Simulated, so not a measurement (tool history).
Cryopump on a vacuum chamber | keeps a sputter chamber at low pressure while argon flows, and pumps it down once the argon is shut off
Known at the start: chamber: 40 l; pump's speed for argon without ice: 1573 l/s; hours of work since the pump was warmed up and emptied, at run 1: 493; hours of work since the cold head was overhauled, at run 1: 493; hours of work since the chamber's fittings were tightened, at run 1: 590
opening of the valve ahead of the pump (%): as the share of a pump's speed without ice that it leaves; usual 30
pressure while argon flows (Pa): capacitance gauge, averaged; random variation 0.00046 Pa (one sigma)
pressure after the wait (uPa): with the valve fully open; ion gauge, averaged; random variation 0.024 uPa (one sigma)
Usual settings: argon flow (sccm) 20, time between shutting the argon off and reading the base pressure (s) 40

run	hour	argon flow (sccm)	time between shutting the argon off and reading the base pressure (s)	opening of the valve ahead of the pump (%)	hours of work since the pump was warmed up and emptied	hours of work since the cold head was overhauled	hours of work since the chamber's fittings were tightened	pressure while argon flows (Pa)	pressure after the wait (uPa)
1	0.0	20	40	30	493	493	590	0.0749	1.22
2	13.9	30	40	30	505	505	602	0.1120	1.24
3	28.1	30	83	30	517	517	614	0.1127	0.89
4	37.1	22	83	30	525	525	622	0.0821	0.88
5	45.0	20	40	18	532	532	628	0.1227	1.25
6	54.6	20	40	30	540	540	637	0.0742	1.30
7	65.0	20	40	30	549	549	646	0.0757	1.28
8	74.3	37	71	52	557	557	654	0.0828	0.98
9	82.4	37	71	52	564	564	660	0.0838	1.03
10	93.0	37	71	52	573	573	670	0.0842	0.99
11	105.7	20	42	17	584	584	680	0.1300	1.27
12	117.3	19	161	19	593	593	690	0.1111	0.72
13	130.1	19	161	19	604	604	701	0.1114	0.76
14	142.9	29	117	58	615	615	712	0.0596	0.84

The same runs without the tool's hidden state, with the same run-to-run variation:
The hidden state here: pump's speed, % of a pump's without ice; cold plate's temperature, K; leak into the chamber, uPa l/s; drift of the gauge itself on working_pa, %; drift of the gauge itself on base_upa, %.
run	pressure while argon flows (Pa)	pressure after the wait (uPa)
1	0.0716	0.92
2	0.1071	0.93
3	0.1076	0.57
4	0.0783	0.55
5	0.1191	0.93
6	0.0706	0.96
7	0.0720	0.94
8	0.0760	0.64
9	0.0768	0.68
10	0.0771	0.64
11	0.1261	0.91
12	0.1073	0.36
13	0.1076	0.38
14	0.0536	0.46
